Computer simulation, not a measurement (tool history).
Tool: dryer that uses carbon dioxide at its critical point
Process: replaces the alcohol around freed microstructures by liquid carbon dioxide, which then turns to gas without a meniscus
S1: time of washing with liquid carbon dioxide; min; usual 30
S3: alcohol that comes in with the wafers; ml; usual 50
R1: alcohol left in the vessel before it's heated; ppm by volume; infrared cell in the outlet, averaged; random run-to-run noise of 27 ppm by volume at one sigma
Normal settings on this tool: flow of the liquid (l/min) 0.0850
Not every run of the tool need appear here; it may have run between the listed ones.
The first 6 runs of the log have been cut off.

{"run": 7, "hour": 102.6, "S1": 30, "flow of the liquid (l/min)": 0.085, "S3": 30, "R1": 2200}
{"hour": 109.7, "done": "inlet filter changed"}
{"run": 8, "hour": 122.7, "S1": 30, "flow of the liquid (l/min)": 0.085, "S3": 106, "R1": 4118}
{"run": 9, "hour": 133.2, "S1": 30, "flow of the liquid (l/min)": 0.085, "S3": 50, "R1": 1904}
{"run": 10, "hour": 148.1, "S1": 30, "flow of the liquid (l/min)": 0.085, "S3": 50, "R1": 1923}
{"run": 11, "hour": 160.5, "S1": 30, "flow of the liquid (l/min)": 0.085, "S3": 50, "R1": 1898}
{"run": 12, "hour": 170.2, "S1": 30, "flow of the liquid (l/min)": 0.085, "S3": 50, "R1": 1950}
{"run": 13, "hour": 190.8, "S1": 21, "flow of the liquid (l/min)": 0.085, "S3": 50, "R1": 6529}
{"run": 14, "hour": 203.7, "S1": 30, "flow of the liquid (l/min)": 0.085, "S3": 50, "R1": 2074}
{"run": 15, "hour": 216.3, "S1": 30, "flow of the liquid (l/min)": 0.085, "S3": 50, "R1": 2023}
{"run": 16, "hour": 229.5, "S1": 30, "flow of the liquid (l/min)": 0.085, "S3": 50, "R1": 2102}
{"run": 17, "hour": 249.2, "S1": 30, "flow of the liquid (l/min)": 0.085, "S3": 50, "R1": 2062}
{"run": 18, "hour": 268.2, "S1": 23, "flow of the liquid (l/min)": 0.085, "S3": 50, "R1": 5261}
{"run": 19, "hour": 278.2, "S1": 30, "flow of the liquid (l/min)": 0.085, "S3": 50, "R1": 2243}
{"run": 20, "hour": 287.5, "S1": 45, "flow of the liquid (l/min)": 0.1394, "S3": 87, "R1": 103}
{"run": 21, "hour": 304.6, "S1": 45, "flow of the liquid (l/min)": 0.1394, "S3": 87, "R1": 94}
{"run": 22, "hour": 320.2, "S1": 30, "flow of the liquid (l/min)": 0.1006, "S3": 51, "R1": 1202}
{"run": 23, "hour": 336.9, "S1": 46, "flow of the liquid (l/min)": 0.1441, "S3": 105, "R1": 97}
{"run": 24, "hour": 349.6, "S1": 24, "flow of the liquid (l/min)": 0.0685, "S3": 50, "R1": 9058}
{"run": 25, "hour": 362.5, "S1": 24, "flow of the liquid (l/min)": 0.0685, "S3": 50, "R1": 9280}
{"run": 26, "hour": 374.9, "S1": 24, "flow of the liquid (l/min)": 0.0685, "S3": 50, "R1": 9295}
{"run": 27, "hour": 393.4, "S1": 30, "flow of the liquid (l/min)": 0.0934, "S3": 50, "R1": 1731}
{"run": 28, "hour": 403.0, "S1": 30, "flow of the liquid (l/min)": 0.0937, "S3": 73, "R1": 2519}

Expected results for the next run?
{"run": 29, "hour": 418.7, "S1": 30, "flow of the liquid (l/min)": 0.085, "S3": 106, "R1": "?"}

{"run 29": {"R1": 5389}}
If the tool had no hidden condition, the same run with the same run-to-run variation would have returned R1 3829 ppm by volume.

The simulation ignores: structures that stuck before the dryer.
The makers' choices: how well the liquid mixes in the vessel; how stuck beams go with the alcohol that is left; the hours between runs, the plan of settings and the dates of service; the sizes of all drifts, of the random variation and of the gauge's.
